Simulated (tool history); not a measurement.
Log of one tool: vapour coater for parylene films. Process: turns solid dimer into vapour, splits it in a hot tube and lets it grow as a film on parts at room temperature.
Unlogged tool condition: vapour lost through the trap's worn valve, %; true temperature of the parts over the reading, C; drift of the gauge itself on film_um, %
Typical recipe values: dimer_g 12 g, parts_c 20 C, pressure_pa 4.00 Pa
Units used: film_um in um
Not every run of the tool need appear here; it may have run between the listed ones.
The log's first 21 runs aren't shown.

run,hour,dimer_g,parts_c,pressure_pa,hours of work since the trap's valve was overhauled,hours of work since the table's thermometer was calibrated,film_um
22,387.9,14,20,4.00,230,273,2.87
23,402.7,12,18,6.92,239,281,2.38
24,426.0,12,18,6.92,252,294,2.35
25,449.2,9,20,2.41,265,308,2.03
26,470.6,9,17,2.41,277,320,2.24
27,487.8,8,14,4.10,287,329,1.97
28,507.7,5,20,11.15,298,341,0.83
29,533.3,18,26,3.11,312,355,3.15
30,545.5,13,24,4.00,319,362,2.33
31,562.3,13,24,4.00,329,371,2.30
32,575.1,13,24,4.00,336,378,2.30
33,595.7,6,20,2.33,347,390,1.34
34,614.5,6,22,4.35,358,401,1.12
35,633.5,21,20,4.06,369,411,4.24
36,658.5,21,26,4.06,383,426,3.41
37,685.2,12,20,7.28,398,441,2.10
38,697.9,15,20,4.15,405,448,2.95
39,711.8,15,29,9.09,413,456,1.84
40,727.2,15,24,2.65,422,464,2.77
41,744.6,15,27,2.80,431,474,2.48
42,760.4,15,27,2.80,440,483,2.47

3 ways to go on from here, each from the tool as it stands after run 42. What would each give?
A,781.0,15,29,2.80,452,495,?
B,781.0,15,16,11.12,452,495,?
C,781.0,12,20,2.82,452,495,?

run,film_um
A,2.36
B,2.73
C,2.53
What these runs would have given with no unlogged condition in the tool:
run,film_um
A,2.61
B,3.01
C,2.79
